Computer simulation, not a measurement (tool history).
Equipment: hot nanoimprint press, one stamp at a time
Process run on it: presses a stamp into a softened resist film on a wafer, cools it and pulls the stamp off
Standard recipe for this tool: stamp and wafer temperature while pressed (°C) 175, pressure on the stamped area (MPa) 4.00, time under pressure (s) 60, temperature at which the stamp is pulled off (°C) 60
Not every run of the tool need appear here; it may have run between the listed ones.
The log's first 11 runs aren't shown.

run	hour	stamp and wafer temperature while pressed (°C)	pressure on the stamped area (MPa)	time under pressure (s)	temperature at which the stamp is pulled off (°C)	resist left under the stamp's widest pad (Å)	greatest force while the stamp is pulled off (N)
12	81.4	175	3.65	60	60	2145	223
13	90.5	175	4.00	34	60	2434	224
14	96.4	175	4.00	53	60	2158	215
15	103.9	175	4.00	53	60	2180	221
16	110.6	187	4.00	53	58	1425	240
17	119.7	187	4.19	53	58	1398	235
18	125.2	187	4.19	53	58	1415	237
19	131.8	187	4.13	42	58	1532	235
20	136.3	187	4.13	42	58	1556	240
21	146.6	175	4.00	35	54	2430	264
22	154.6	170	3.02	39	54	2832	262
23	159.6	186	4.00	60	60	1403	228
24	165.6	186	6.04	60	60	1165	227
25	173.5	166	2.98	47	57	2966	247
26	183.8	164	3.25	60	60	2947	224
27	194.1	185	3.82	109	58	1162	240
28	202.8	174	3.82	73	58	2033	231
29	208.9	174	3.42	36	58	2567	236
30	214.3	174	3.42	36	58	2583	234

Below are 3 alternative next runs, each starting from the tool's condition after run 30. Predict each:
A	223.5	181	4.00	60	60	?	?
B	223.5	174	3.84	36	58	?	?
C	223.5	184	5.26	36	45	?	?

run	resist left under the stamp's widest pad (Å)	greatest force while the stamp is pulled off (N)
A	1692	226
B	2457	241
C	1645	315
Take away the tool's hidden state, keep each run's random variation, and the runs would have read:
run	resist left under the stamp's widest pad (Å)	greatest force while the stamp is pulled off (N)
A	1691	225
B	2456	239
C	1644	313
